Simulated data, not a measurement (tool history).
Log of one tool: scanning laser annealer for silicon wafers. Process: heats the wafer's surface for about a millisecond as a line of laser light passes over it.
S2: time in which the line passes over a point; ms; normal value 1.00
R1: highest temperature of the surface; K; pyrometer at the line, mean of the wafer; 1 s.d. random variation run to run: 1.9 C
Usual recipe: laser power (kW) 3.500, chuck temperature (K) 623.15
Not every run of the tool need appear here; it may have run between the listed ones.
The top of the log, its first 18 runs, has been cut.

-- hour=620.6 window over the wafer cleaned
run 19 hour=621.1 | laser_power_(kW)=3.500 S2=1.00 chuck_temperature_(K)=654.15 | R1=1391.15
run 20 hour=646.2 | laser_power_(kW)=3.500 S2=1.00 chuck_temperature_(K)=654.15 | R1=1392.15
run 21 hour=689.7 | laser_power_(kW)=3.500 S2=0.83 chuck_temperature_(K)=623.15 | R1=1296.15
run 22 hour=718.0 | laser_power_(kW)=3.500 S2=0.83 chuck_temperature_(K)=623.15 | R1=1289.15
run 23 hour=743.7 | laser_power_(kW)=3.500 S2=0.78 chuck_temperature_(K)=600.15 | R1=1250.15
run 24 hour=767.2 | laser_power_(kW)=3.500 S2=0.78 chuck_temperature_(K)=600.15 | R1=1245.15
run 25 hour=793.4 | laser_power_(kW)=3.500 S2=0.78 chuck_temperature_(K)=600.15 | R1=1246.15
run 26 hour=818.1 | laser_power_(kW)=3.554 S2=1.08 chuck_temperature_(K)=623.15 | R1=1386.15
run 27 hour=858.0 | laser_power_(kW)=3.459 S2=1.22 chuck_temperature_(K)=623.15 | R1=1405.15
run 28 hour=900.1 | laser_power_(kW)=3.459 S2=1.22 chuck_temperature_(K)=623.15 | R1=1402.15
run 29 hour=922.4 | laser_power_(kW)=3.459 S2=1.22 chuck_temperature_(K)=623.15 | R1=1396.15
run 30 hour=943.6 | laser_power_(kW)=3.060 S2=1.11 chuck_temperature_(K)=616.15 | R1=1275.15
run 31 hour=986.5 | laser_power_(kW)=3.060 S2=1.11 chuck_temperature_(K)=616.15 | R1=1270.15
run 32 hour=1027.4 | laser_power_(kW)=3.060 S2=1.11 chuck_temperature_(K)=616.15 | R1=1267.15
-- hour=1075.2 window over the wafer cleaned
run 33 hour=1076.0 | laser_power_(kW)=3.060 S2=1.11 chuck_temperature_(K)=616.15 | R1=1284.15
run 34 hour=1119.9 | laser_power_(kW)=3.500 S2=0.71 chuck_temperature_(K)=624.15 | R1=1249.15
run 35 hour=1163.7 | laser_power_(kW)=3.500 S2=0.71 chuck_temperature_(K)=624.15 | R1=1247.15
run 36 hour=1207.0 | laser_power_(kW)=3.500 S2=1.00 chuck_temperature_(K)=621.15 | R1=1348.15
run 37 hour=1239.9 | laser_power_(kW)=3.467 S2=0.83 chuck_temperature_(K)=607.15 | R1=1262.15
run 38 hour=1267.5 | laser_power_(kW)=3.467 S2=0.83 chuck_temperature_(K)=607.15 | R1=1265.15
run 39 hour=1303.1 | laser_power_(kW)=3.143 S2=0.83 chuck_temperature_(K)=631.15 | R1=1223.15
run 40 hour=1327.7 | laser_power_(kW)=3.694 S2=0.83 chuck_temperature_(K)=604.15 | R1=1303.15

Consider 3 possible next runs. They are alternatives, not a sequence: every one starts from the tool as it was left by run 40. What does each give?
run A hour=1351.7 | laser_power_(kW)=3.500 S2=1.06 chuck_temperature_(K)=651.15 | R1=?
run B hour=1351.7 | laser_power_(kW)=3.663 S2=1.00 chuck_temperature_(K)=648.15 | R1=?
run C hour=1351.7 | laser_power_(kW)=3.400 S2=1.12 chuck_temperature_(K)=589.15 | R1=?

run=A R1=1390.15
run=B R1=1398.15
run=C R1=1323.15
Without the tool's unlogged condition, the same runs would have read:
run=A R1=1409.15
run=B R1=1418.15
run=C R1=1342.15
